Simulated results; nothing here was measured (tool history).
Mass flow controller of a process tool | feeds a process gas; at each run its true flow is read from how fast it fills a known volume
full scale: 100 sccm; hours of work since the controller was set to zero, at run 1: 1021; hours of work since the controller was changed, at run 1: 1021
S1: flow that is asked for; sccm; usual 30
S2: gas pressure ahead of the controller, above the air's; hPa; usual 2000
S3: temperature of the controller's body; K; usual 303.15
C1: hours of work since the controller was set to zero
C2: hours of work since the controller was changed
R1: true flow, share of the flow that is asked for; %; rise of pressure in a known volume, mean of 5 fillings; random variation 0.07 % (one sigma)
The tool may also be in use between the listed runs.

{"run": 1, "hour": 0.0, "S1": 30, "S2": 2000, "S3": 303.15, "C1": 1021, "C2": 1021, "R1": 98.67}
{"run": 2, "hour": 43.1, "S1": 30, "S2": 2000, "S3": 307.15, "C1": 1041, "C2": 1041, "R1": 98.47}
{"run": 3, "hour": 85.5, "S1": 30, "S2": 2000, "S3": 307.15, "C1": 1060, "C2": 1060, "R1": 98.5}
{"run": 4, "hour": 153.9, "S1": 30, "S2": 2000, "S3": 304.15, "C1": 1090, "C2": 1090, "R1": 98.81}
{"run": 5, "hour": 189.2, "S1": 26, "S2": 2000, "S3": 304.15, "C1": 1106, "C2": 1106, "R1": 98.91}
{"run": 6, "hour": 261.7, "S1": 30, "S2": 2000, "S3": 303.15, "C1": 1139, "C2": 1139, "R1": 99.01}
{"run": 7, "hour": 325.1, "S1": 30, "S2": 2000, "S3": 303.15, "C1": 1167, "C2": 1167, "R1": 99.09}
{"run": 8, "hour": 359.0, "S1": 30, "S2": 2000, "S3": 303.15, "C1": 1182, "C2": 1182, "R1": 99.08}
{"run": 9, "hour": 426.1, "S1": 30, "S2": 2000, "S3": 303.15, "C1": 1212, "C2": 1212, "R1": 99.23}
{"run": 10, "hour": 464.0, "S1": 30, "S2": 2000, "S3": 303.15, "C1": 1229, "C2": 1229, "R1": 99.25}
{"run": 11, "hour": 515.6, "S1": 30, "S2": 2000, "S3": 303.15, "C1": 1252, "C2": 1252, "R1": 99.28}
{"run": 12, "hour": 585.9, "S1": 30, "S2": 2000, "S3": 303.15, "C1": 1284, "C2": 1284, "R1": 99.29}
{"run": 13, "hour": 657.8, "S1": 30, "S2": 2000, "S3": 303.15, "C1": 1316, "C2": 1316, "R1": 99.47}
{"run": 14, "hour": 728.8, "S1": 30, "S2": 2000, "S3": 303.15, "C1": 1348, "C2": 1348, "R1": 99.54}
{"run": 15, "hour": 764.0, "S1": 30, "S2": 2000, "S3": 303.15, "C1": 1364, "C2": 1364, "R1": 99.56}
{"run": 16, "hour": 802.2, "S1": 30, "S2": 2000, "S3": 296.15, "C1": 1381, "C2": 1381, "R1": 100.2}
{"run": 17, "hour": 852.0, "S1": 30, "S2": 2000, "S3": 303.15, "C1": 1403, "C2": 1403, "R1": 99.51}
{"run": 18, "hour": 920.3, "S1": 30, "S2": 2000, "S3": 303.15, "C1": 1434, "C2": 1434, "R1": 99.62}
{"run": 19, "hour": 972.9, "S1": 30, "S2": 2000, "S3": 297.15, "C1": 1457, "C2": 1457, "R1": 100.27}
{"run": 20, "hour": 1010.0, "S1": 30, "S2": 2000, "S3": 297.15, "C1": 1474, "C2": 1474, "R1": 100.14}
{"run": 21, "hour": 1073.6, "S1": 30, "S2": 1700, "S3": 303.15, "C1": 1502, "C2": 1502, "R1": 99.63}
{"run": 22, "hour": 1133.3, "S1": 30, "S2": 2490, "S3": 303.15, "C1": 1529, "C2": 1529, "R1": 99.95}
{"run": 23, "hour": 1165.6, "S1": 99, "S2": 2000, "S3": 303.15, "C1": 1544, "C2": 1544, "R1": 100.55}
{"run": 24, "hour": 1202.6, "S1": 99, "S2": 2000, "S3": 303.15, "C1": 1560, "C2": 1560, "R1": 100.54}
{"run": 25, "hour": 1262.2, "S1": 99, "S2": 2000, "S3": 303.15, "C1": 1587, "C2": 1587, "R1": 100.55}
{"run": 26, "hour": 1308.8, "S1": 99, "S2": 2000, "S3": 303.15, "C1": 1608, "C2": 1608, "R1": 100.55}
{"run": 27, "hour": 1380.9, "S1": 38, "S2": 2550, "S3": 301.15, "C1": 1640, "C2": 1640, "R1": 100.56}
{"hour": 1401.0, "done": "gauge calibrated"}
{"run": 28, "hour": 1429.3, "S1": 38, "S2": 2550, "S3": 301.15, "C1": 1662, "C2": 1662, "R1": 99.32}
{"run": 29, "hour": 1467.2, "S1": 25, "S2": 1830, "S3": 297.15, "C1": 1679, "C2": 1679, "R1": 99.31}
{"run": 30, "hour": 1500.2, "S1": 30, "S2": 2000, "S3": 297.15, "C1": 1694, "C2": 1694, "R1": 99.46}
{"run": 31, "hour": 1568.6, "S1": 30, "S2": 2000, "S3": 297.15, "C1": 1724, "C2": 1724, "R1": 99.64}
{"run": 32, "hour": 1637.5, "S1": 15, "S2": 2000, "S3": 306.15, "C1": 1755, "C2": 1755, "R1": 98.58}
{"run": 33, "hour": 1703.7, "S1": 53, "S2": 1490, "S3": 303.15, "C1": 1785, "C2": 1785, "R1": 99.12}
{"run": 34, "hour": 1748.0, "S1": 53, "S2": 1490, "S3": 303.15, "C1": 1805, "C2": 1805, "R1": 99.09}
{"run": 35, "hour": 1779.7, "S1": 53, "S2": 1490, "S3": 303.15, "C1": 1819, "C2": 1819, "R1": 99.12}
{"run": 36, "hour": 1856.2, "S1": 53, "S2": 1490, "S3": 303.15, "C1": 1853, "C2": 1853, "R1": 99.25}
{"run": 37, "hour": 1917.0, "S1": 82, "S2": 2350, "S3": 310.15, "C1": 1880, "C2": 1880, "R1": 99.28}
{"run": 38, "hour": 1985.7, "S1": 82, "S2": 2350, "S3": 310.15, "C1": 1911, "C2": 1911, "R1": 99.27}
{"run": 39, "hour": 2047.8, "S1": 54, "S2": 2350, "S3": 310.15, "C1": 1939, "C2": 1939, "R1": 99.08}
{"run": 40, "hour": 2084.2, "S1": 25, "S2": 1460, "S3": 310.15, "C1": 1955, "C2": 1955, "R1": 98.33}
{"run": 41, "hour": 2128.8, "S1": 39, "S2": 2000, "S3": 303.15, "C1": 1975, "C2": 1975, "R1": 99.54}
{"run": 42, "hour": 2202.7, "S1": 57, "S2": 2000, "S3": 296.15, "C1": 2008, "C2": 2008, "R1": 100.42}
{"run": 43, "hour": 2263.1, "S1": 26, "S2": 1770, "S3": 303.15, "C1": 2035, "C2": 2035, "R1": 99.39}
{"run": 44, "hour": 2295.5, "S1": 55, "S2": 2000, "S3": 303.15, "C1": 2050, "C2": 2050, "R1": 99.74}
{"run": 45, "hour": 2346.8, "S1": 55, "S2": 2000, "S3": 303.15, "C1": 2073, "C2": 2073, "R1": 99.96}
{"run": 46, "hour": 2380.0, "S1": 55, "S2": 2000, "S3": 303.15, "C1": 2088, "C2": 2088, "R1": 99.93}
{"run": 47, "hour": 2428.0, "S1": 55, "S2": 2000, "S3": 303.15, "C1": 2109, "C2": 2109, "R1": 100.01}
{"run": 48, "hour": 2504.9, "S1": 30, "S2": 1630, "S3": 302.15, "C1": 2144, "C2": 2144, "R1": 99.66}
{"run": 49, "hour": 2579.0, "S1": 30, "S2": 2050, "S3": 302.15, "C1": 2177, "C2": 2177, "R1": 99.91}

3 ways to go on from here, each from the tool as it stands after run 49. What would each give?
{"run": "A", "hour": 2613.5, "S1": 36, "S2": 2490, "S3": 296.15, "C1": 2192, "C2": 2192, "R1": "?"}
{"run": "B", "hour": 2613.5, "S1": 30, "S2": 2000, "S3": 295.15, "C1": 2192, "C2": 2192, "R1": "?"}
{"run": "C", "hour": 2613.5, "S1": 16, "S2": 2730, "S3": 306.15, "C1": 2192, "C2": 2192, "R1": "?"}

run=A R1=100.71
run=B R1=100.71
run=C R1=99.73
Without the tool's hidden state the same runs would have given:
run=A R1=99.63
run=B R1=99.64
run=C R1=98.65
